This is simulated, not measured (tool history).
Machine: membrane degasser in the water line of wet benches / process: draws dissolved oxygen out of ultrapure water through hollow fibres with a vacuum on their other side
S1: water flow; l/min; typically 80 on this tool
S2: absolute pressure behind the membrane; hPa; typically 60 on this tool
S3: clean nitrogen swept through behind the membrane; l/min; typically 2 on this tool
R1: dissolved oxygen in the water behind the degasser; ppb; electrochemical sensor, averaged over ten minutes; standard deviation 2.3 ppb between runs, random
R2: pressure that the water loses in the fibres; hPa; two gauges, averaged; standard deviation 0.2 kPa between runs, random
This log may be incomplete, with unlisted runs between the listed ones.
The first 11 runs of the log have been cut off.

run	hour	S1	S2	S3	R1	R2
12	2827	80	60	2	295.4	462
13	2988.7	80	60	2	296.1	470.4
14	3247.2	114	60	2	425.9	669.1
# hour 3284.3: vacuum gauge calibrated
15	3504.1	114	60	2	346	670.6
16	3774.7	114	60	2	350.4	671.9
17	4023.1	114	86.5	2	599	670.9
18	4360.1	58	105.5	1.72	500.3	341.2
19	4507.7	80	57.4	2	226.1	469.6
20	4795.7	80	78.3	0.81	719	472.5
# hour 4964.4: seals of the vacuum lines changed
21	5106.9	58	95.4	0.81	767	345.3
22	5418.6	124	120.5	1.66	1112.2	737.6
23	5647.3	124	120.5	1.66	1150.9	742.7
24	5977.3	124	120.5	1.66	1107.8	745.8
25	6194.4	80	60	2.2	242.5	482.5
26	6433.6	80	71.9	0.99	580.2	482.3
27	6576.5	75	51.2	1.25	260.5	452.2
28	6749.7	107	67.3	5.06	229.6	646.7
29	6948.5	80	46.8	5.06	81.8	485.9
30	7184.2	70	96.9	5.22	222.4	423
31	7392.4	80	117.4	1.1	1018.9	485.8

Branching from run 31: 4 alternative next runs. What would each branch give?
A	7658.1	80	41.3	3.8	?	?
B	7658.1	85	60.4	2.66	?	?
C	7658.1	72	60	2	?	?
D	7658.1	80	80.8	5.91	?	?

run	R1	R2
A	82.1	484.6
B	233.1	518.4
C	242.2	436.7
D	178.9	485.6
With the hidden condition removed and each run's random variation left untouched, the same runs would have given:
run	R1	R2
A	54.4	455.4
B	196.4	487.2
C	205.4	410.3
D	159.2	456.3

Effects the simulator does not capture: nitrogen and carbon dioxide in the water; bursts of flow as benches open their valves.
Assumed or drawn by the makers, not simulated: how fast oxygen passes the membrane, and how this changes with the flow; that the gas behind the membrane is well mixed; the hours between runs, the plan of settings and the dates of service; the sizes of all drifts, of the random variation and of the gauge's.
